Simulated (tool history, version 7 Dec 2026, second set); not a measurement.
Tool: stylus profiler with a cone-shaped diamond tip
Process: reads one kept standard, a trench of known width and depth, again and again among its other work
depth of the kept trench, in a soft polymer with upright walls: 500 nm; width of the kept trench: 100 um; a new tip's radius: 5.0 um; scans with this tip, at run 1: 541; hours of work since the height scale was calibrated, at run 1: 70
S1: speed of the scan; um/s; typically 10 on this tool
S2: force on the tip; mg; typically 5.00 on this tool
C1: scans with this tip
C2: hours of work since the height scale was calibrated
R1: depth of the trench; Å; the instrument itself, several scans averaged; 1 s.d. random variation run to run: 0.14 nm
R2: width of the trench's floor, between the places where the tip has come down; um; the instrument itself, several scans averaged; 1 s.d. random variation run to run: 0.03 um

run	hour	S1	S2	C1	C2	R1	R2
1	0.0	10	5.00	541	70	5056.8	95.47
2	14.3	10	5.00	602	77	5058.7	95.47
3	23.4	6	5.00	641	82	5057.7	95.53
4	31.2	6	11.74	674	87	5102.3	95.50
5	44.8	10	5.00	732	94	5059.3	95.49
6	60.5	10	13.88	799	103	5117.1	95.45
7	73.5	10	13.88	855	110	5114.2	95.43
8	89.5	10	13.88	923	119	5114.5	95.44
9	100.9	10	13.88	972	125	5118.9	95.45
10	114.8	38	13.88	1031	133	5117.7	95.43
11	132.2	38	13.88	1106	142	5114.4	95.39
12	144.6	38	13.88	1159	149	5119.7	95.40
13	155.7	38	13.88	1206	155	5119.2	95.39
14	168.4	38	13.88	1260	162	5115.9	95.35
15	179.9	10	1.78	1310	168	5031.4	95.33
16	189.9	10	1.78	1352	174	5031.4	95.38
17	207.3	10	1.78	1427	183	5031.2	95.42
18	218.0	10	1.78	1473	189	5031.8	95.37
19	229.8	11	5.00	1523	196	5059.7	95.41
20	241.4	33	5.00	1572	202	5058.6	95.32
21	250.0	10	5.00	1609	207	5061.1	95.38
22	258.8	10	5.00	1647	212	5061.9	95.38
23	270.9	10	5.00	1699	218	5063.3	95.38
24	282.3	17	5.00	1748	225	5062.0	95.37
25	290.8	18	5.00	1784	229	5061.1	95.29
26	298.8	19	11.52	1818	234	5104.3	95.36
27	308.1	11	4.16	1858	239	5056.1	95.35
28	320.7	7	4.77	1911	246	5063.8	95.36
29	334.9	19	3.60	1972	253	5049.2	95.25
30	346.6	19	3.60	2022	260	5051.2	95.31
31	360.2	5	4.41	2080	267	5057.0	95.39
32	372.2	16	5.73	2132	274	5068.5	95.36
33	388.3	10	5.07	2200	283	5063.1	95.33
34	395.4	12	5.81	2231	287	5068.8	95.30
35	410.5	12	5.81	2295	295	5067.0	95.34
36	417.7	10	1.92	2326	299	5034.1	95.36
37	425.8	4	5.00	2361	303	5064.8	95.34
38	437.6	40	13.15	2411	310	5116.2	95.25
39	452.6	20	6.29	2475	318	5073.8	95.28
40	460.4	3	2.06	2509	322	5038.4	95.36
41	474.1	33	5.00	2567	330	5063.0	95.18
42	481.3	33	5.00	2598	334	5062.1	95.21
43	491.6	4	5.31	2642	339	5065.5	95.33
44	505.6	10	3.54	2702	347	5050.3	95.28
45	522.2	10	3.54	2773	356	5053.3	95.30

5 ways to go on from here, each from the tool as it stands after run 45. What would each give?
A	530.8	4	1.89	2809	361	?	?
B	530.8	4	3.54	2809	361	?	?
C	530.8	12	5.00	2809	361	?	?
D	530.8	15	5.00	2809	361	?	?
E	530.8	10	3.51	2809	361	?	?

run	R1	R2
A	5032.8	95.35
B	5049.6	95.34
C	5063.6	95.28
D	5061.8	95.26
E	5051.5	95.32
The same runs, with their run-to-run variation unchanged, on a tool lacking any hidden condition would have given:
run	R1	R2
A	5027.6	95.65
B	5044.4	95.65
C	5058.3	95.59
D	5056.5	95.57
E	5046.2	95.63
